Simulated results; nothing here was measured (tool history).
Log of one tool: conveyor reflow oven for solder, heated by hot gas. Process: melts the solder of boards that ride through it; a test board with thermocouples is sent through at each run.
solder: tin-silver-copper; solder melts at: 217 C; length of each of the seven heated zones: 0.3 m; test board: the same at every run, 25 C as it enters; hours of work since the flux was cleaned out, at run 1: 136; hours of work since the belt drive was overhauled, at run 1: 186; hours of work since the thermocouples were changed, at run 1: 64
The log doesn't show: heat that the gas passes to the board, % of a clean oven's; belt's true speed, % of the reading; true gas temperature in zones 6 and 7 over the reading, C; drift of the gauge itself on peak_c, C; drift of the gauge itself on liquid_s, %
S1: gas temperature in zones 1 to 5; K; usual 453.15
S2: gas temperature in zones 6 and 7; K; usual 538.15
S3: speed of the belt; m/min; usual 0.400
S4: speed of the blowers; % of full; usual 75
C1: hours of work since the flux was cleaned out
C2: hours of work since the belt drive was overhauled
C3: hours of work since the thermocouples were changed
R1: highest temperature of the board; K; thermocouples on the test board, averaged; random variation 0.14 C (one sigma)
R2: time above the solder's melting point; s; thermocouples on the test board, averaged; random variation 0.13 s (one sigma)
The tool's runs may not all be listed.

Run 1, hour 0.0: usual settings; C1 136; C2 186; C3 64. Result: R1 528.45 K, R2 74.1 s.
Run 2, hour 9.3: usual settings but S4 63 % of full; C1 141; C2 191; C3 69. Result: R1 526.15 K, R2 71.8 s.
Run 3, hour 14.3: usual settings but S4 63 % of full; C1 144; C2 194; C3 72. Result: R1 526.25 K, R2 71.6 s.
Run 4, hour 24.1: usual settings but S4 63 % of full; C1 150; C2 200; C3 78. Result: R1 525.85 K, R2 71.7 s.
Run 5, hour 34.0: usual settings; C1 156; C2 206; C3 84. Result: R1 528.45 K, R2 74.2 s.
Run 6, hour 40.4: usual settings; C1 160; C2 210; C3 88. Result: R1 528.05 K, R2 73.9 s.
Run 7, hour 51.5: usual settings; C1 166; C2 216; C3 94. Result: R1 528.05 K, R2 73.7 s.
Run 8, hour 58.7: usual settings; C1 171; C2 221; C3 98. Result: R1 528.05 K, R2 73.8 s.
Run 9, hour 69.9: usual settings; C1 177; C2 227; C3 105. Result: R1 528.25 K, R2 73.8 s.
Run 10, hour 79.3: usual settings; C1 183; C2 233; C3 111. Result: R1 527.95 K, R2 73.9 s.

Run 11 comes next. What will it give?
Run 11, hour 84.0: usual settings but S1 459.15 K, S3 0.393 m/min; C1 186; C2 236; C3 114. Result: R1 ?, R2 ?.

R1: 529.25 K
R2: 79.1 s
Without the tool's hidden state the same run would have given R1 529.85 K, R2 79.4 s.
